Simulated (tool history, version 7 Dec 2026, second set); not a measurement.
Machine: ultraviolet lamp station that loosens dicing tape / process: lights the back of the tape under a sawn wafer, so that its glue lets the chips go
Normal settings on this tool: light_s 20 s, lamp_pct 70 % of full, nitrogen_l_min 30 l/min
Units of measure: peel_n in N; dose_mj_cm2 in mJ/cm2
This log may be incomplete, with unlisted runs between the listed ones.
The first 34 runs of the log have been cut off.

run	hour	light_s	lamp_pct	nitrogen_l_min	hours of work of the lamp	hours of work since the window was cleaned	peel_n	dose_mj_cm2
35	2022.5	14	99	26	235	224	1.493	314
36	2079.9	14	99	26	262	252	1.524	307
37	2118.1	14	99	26	281	270	1.58	302
38	2173.5	14	90	37	307	296	1.526	268
39	2241.9	10	90	37	339	329	2.473	188
40	2276.6	11	85	15	356	345	3.349	189
41	2334.9	20	78	15	383	373	2.028	318
42	2420.3	17	74	19	424	413	2.398	249

Consider 5 possible next runs. They are alternatives, not a sequence: every one starts from the tool as it was left by run 42. What does each give?
A	2499	10	62	30	461	451	?	?
B	2499	17	99	29	461	451	?	?
C	2499	20	78	30	461	451	?	?
D	2499	20	70	33	461	451	?	?
E	2499	17	94	39	461	451	?	?

run	peel_n	dose_mj_cm2
A	3.891	116
B	1.37	316
C	1.552	294
D	1.696	265
E	1.297	302
With the hidden condition removed and each run's random variation left untouched, the same runs would have given:
run	peel_n	dose_mj_cm2
A	2.901	167
B	0.73	457
C	0.84	424
D	0.946	383
E	0.682	437
